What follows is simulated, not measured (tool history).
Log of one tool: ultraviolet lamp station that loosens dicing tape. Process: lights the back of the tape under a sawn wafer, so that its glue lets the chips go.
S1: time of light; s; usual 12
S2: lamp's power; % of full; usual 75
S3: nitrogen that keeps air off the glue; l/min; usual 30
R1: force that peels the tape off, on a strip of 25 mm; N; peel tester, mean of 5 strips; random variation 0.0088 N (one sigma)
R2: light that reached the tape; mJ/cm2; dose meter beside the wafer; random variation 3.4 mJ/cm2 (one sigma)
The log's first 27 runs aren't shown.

{"run": 28, "hour": 217.2, "S1": 17, "S2": 60, "S3": 29, "R1": 0.362, "R2": 533}
{"run": 29, "hour": 227.0, "S1": 10, "S2": 75, "S3": 10, "R1": 1.154, "R2": 386}
{"run": 30, "hour": 233.0, "S1": 10, "S2": 75, "S3": 10, "R1": 1.149, "R2": 388}
{"run": 31, "hour": 243.0, "S1": 20, "S2": 60, "S3": 30, "R1": 0.288, "R2": 616}
{"run": 32, "hour": 249.9, "S1": 20, "S2": 60, "S3": 30, "R1": 0.291, "R2": 617}
{"run": 33, "hour": 255.4, "S1": 6, "S2": 69, "S3": 30, "R1": 1.307, "R2": 211}
{"run": 34, "hour": 263.6, "S1": 18, "S2": 75, "S3": 30, "R1": 0.248, "R2": 692}
{"run": 35, "hour": 276.1, "S1": 18, "S2": 75, "S3": 30, "R1": 0.258, "R2": 683}
{"run": 36, "hour": 281.8, "S1": 16, "S2": 67, "S3": 46, "R1": 0.301, "R2": 541}
{"run": 37, "hour": 289.0, "S1": 12, "S2": 95, "S3": 30, "R1": 0.344, "R2": 571}
{"run": 38, "hour": 294.6, "S1": 23, "S2": 95, "S3": 10, "R1": 0.248, "R2": 1098}
{"run": 39, "hour": 301.3, "S1": 17, "S2": 75, "S3": 13, "R1": 0.51, "R2": 636}
{"run": 40, "hour": 307.4, "S1": 11, "S2": 75, "S3": 30, "R1": 0.572, "R2": 408}
{"run": 41, "hour": 316.4, "S1": 11, "S2": 75, "S3": 30, "R1": 0.572, "R2": 403}
{"run": 42, "hour": 327.9, "S1": 21, "S2": 96, "S3": 14, "R1": 0.23, "R2": 996}
{"run": 43, "hour": 337.5, "S1": 11, "S2": 95, "S3": 15, "R1": 0.628, "R2": 506}

Forecast each of these 4 alternatives for the next run:
{"run": "A", "hour": 345.0, "S1": 12, "S2": 75, "S3": 13, "R1": "?", "R2": "?"}
{"run": "B", "hour": 345.0, "S1": 21, "S2": 95, "S3": 15, "R1": "?", "R2": "?"}
{"run": "C", "hour": 345.0, "S1": 11, "S2": 95, "S3": 15, "R1": "?", "R2": "?"}
{"run": "D", "hour": 345.0, "S1": 17, "S2": 77, "S3": 15, "R1": "?", "R2": "?"}

run=A R1=0.831 R2=436
run=B R1=0.248 R2=969
run=C R1=0.633 R2=509
run=D R1=0.455 R2=641
Without the tool's hidden state the same runs would have given:
run=A R1=0.619 R2=543
run=B R1=0.194 R2=1204
run=C R1=0.454 R2=634
run=D R1=0.319 R2=797

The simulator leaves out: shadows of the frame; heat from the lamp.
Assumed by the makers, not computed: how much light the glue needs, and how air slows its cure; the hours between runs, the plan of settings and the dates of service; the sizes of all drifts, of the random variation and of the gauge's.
